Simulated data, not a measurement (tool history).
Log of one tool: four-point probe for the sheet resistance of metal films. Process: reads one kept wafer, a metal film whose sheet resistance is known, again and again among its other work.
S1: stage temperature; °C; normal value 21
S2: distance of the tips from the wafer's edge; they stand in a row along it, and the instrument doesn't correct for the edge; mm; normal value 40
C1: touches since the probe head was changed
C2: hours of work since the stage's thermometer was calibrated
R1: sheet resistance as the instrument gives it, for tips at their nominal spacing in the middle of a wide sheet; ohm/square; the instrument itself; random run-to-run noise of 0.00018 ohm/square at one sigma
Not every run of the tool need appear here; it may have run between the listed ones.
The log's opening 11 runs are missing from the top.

run	hour	S1	S2	C1	C2	R1
12	187.3	19	17	74409	716	0.908153
13	211.5	24	40	75597	730	0.911606
14	238.6	24	40	76928	745	0.911657
15	254.5	24	40	77707	753	0.911765
16	276.8	20	40	78800	766	0.908132
17	290.1	20	40	79452	773	0.908182
18	303.9	20	40	80133	780	0.908022
19	317.2	20	40	80785	788	0.90774
20	335.5	20	26	81683	798	0.90801
21	360.4	21	40	82909	812	0.908617
22	386.4	21	40	84183	826	0.908436
23	400	27	40	84851	833	0.913521
24	416	24	5	85634	842	0.918754
25	437.1	32	5	86673	854	0.924926
26	463.2	34	40	87952	868	0.919187
27	489.9	20	19	89265	883	0.907437
28	504.4	31	40	89978	891	0.915924
29	517.4	31	40	90613	898	0.915711
30	533.3	21	6	91398	907	0.913043

What will run 31 give?
31	550.3	21	4	92230	916	?

{"run 31": {"R1": 0.919597}}
Minus the tool's unlogged condition, the same run would have read R1 0.926092 ohm/square.

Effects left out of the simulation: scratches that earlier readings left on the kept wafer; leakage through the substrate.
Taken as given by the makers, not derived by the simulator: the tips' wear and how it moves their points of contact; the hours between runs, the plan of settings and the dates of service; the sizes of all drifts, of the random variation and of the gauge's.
